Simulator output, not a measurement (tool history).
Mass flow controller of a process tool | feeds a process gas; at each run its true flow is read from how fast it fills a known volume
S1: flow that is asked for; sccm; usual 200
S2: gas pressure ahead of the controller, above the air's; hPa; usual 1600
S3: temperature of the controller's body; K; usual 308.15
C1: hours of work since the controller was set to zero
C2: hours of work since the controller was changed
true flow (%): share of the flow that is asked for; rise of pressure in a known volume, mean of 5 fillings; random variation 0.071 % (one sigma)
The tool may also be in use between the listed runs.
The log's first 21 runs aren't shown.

run 22 hour=1399.4 | S1=100 S2=1600 S3=309.15 | C1=1365 C2=1365 | true_flow_(%)=99.81
run 23 hour=1469.4 | S1=69 S2=1640 S3=301.15 | C1=1403 C2=1403 | true_flow_(%)=99.27
run 24 hour=1520.9 | S1=69 S2=1970 S3=311.15 | C1=1431 C2=1431 | true_flow_(%)=99.50
run 25 hour=1561.4 | S1=53 S2=2090 S3=301.15 | C1=1452 C2=1452 | true_flow_(%)=99.10
run 26 hour=1613.0 | S1=176 S2=2490 S3=300.15 | C1=1480 C2=1480 | true_flow_(%)=99.02
run 27 hour=1650.8 | S1=176 S2=2490 S3=300.15 | C1=1501 C2=1501 | true_flow_(%)=99.14
run 28 hour=1722.6 | S1=176 S2=2490 S3=300.15 | C1=1539 C2=1539 | true_flow_(%)=99.07
run 29 hour=1804.5 | S1=176 S2=1840 S3=300.15 | C1=1583 C2=1583 | true_flow_(%)=99.54
run 30 hour=1868.4 | S1=109 S2=1710 S3=303.15 | C1=1618 C2=1618 | true_flow_(%)=99.58
run 31 hour=1927.7 | S1=136 S2=1710 S3=294.15 | C1=1650 C2=1650 | true_flow_(%)=99.33
run 32 hour=1990.9 | S1=163 S2=2740 S3=301.15 | C1=1684 C2=1684 | true_flow_(%)=99.12
run 33 hour=2058.6 | S1=163 S2=2740 S3=301.15 | C1=1720 C2=1720 | true_flow_(%)=98.95
run 34 hour=2101.7 | S1=229 S2=2450 S3=301.15 | C1=1744 C2=1744 | true_flow_(%)=99.31
run 35 hour=2147.6 | S1=313 S2=2060 S3=301.15 | C1=1768 C2=1768 | true_flow_(%)=99.67
run 36 hour=2220.3 | S1=333 S2=2590 S3=294.15 | C1=1807 C2=1807 | true_flow_(%)=99.29
run 37 hour=2259.7 | S1=242 S2=1700 S3=308.15 | C1=1829 C2=1829 | true_flow_(%)=99.88
run 38 hour=2323.7 | S1=200 S2=1600 S3=313.15 | C1=1863 C2=1863 | true_flow_(%)=100.03
run 39 hour=2378.0 | S1=396 S2=1960 S3=299.15 | C1=1893 C2=1893 | true_flow_(%)=99.91

3 ways to go on from here, each from the tool as it stands after run 39. What would each give?
run A hour=2433.8 | S1=367 S2=1600 S3=308.15 | C1=1923 C2=1923 | true_flow_(%)=?
run B hour=2433.8 | S1=148 S2=2580 S3=308.15 | C1=1923 C2=1923 | true_flow_(%)=?
run C hour=2433.8 | S1=175 S2=1750 S3=308.15 | C1=1923 C2=1923 | true_flow_(%)=?

run=A true_flow_(%)=100.28
run=B true_flow_(%)=99.25
run=C true_flow_(%)=99.67
Without the tool's hidden state the same runs would have given:
run=A true_flow_(%)=100.28
run=B true_flow_(%)=99.25
run=C true_flow_(%)=99.67
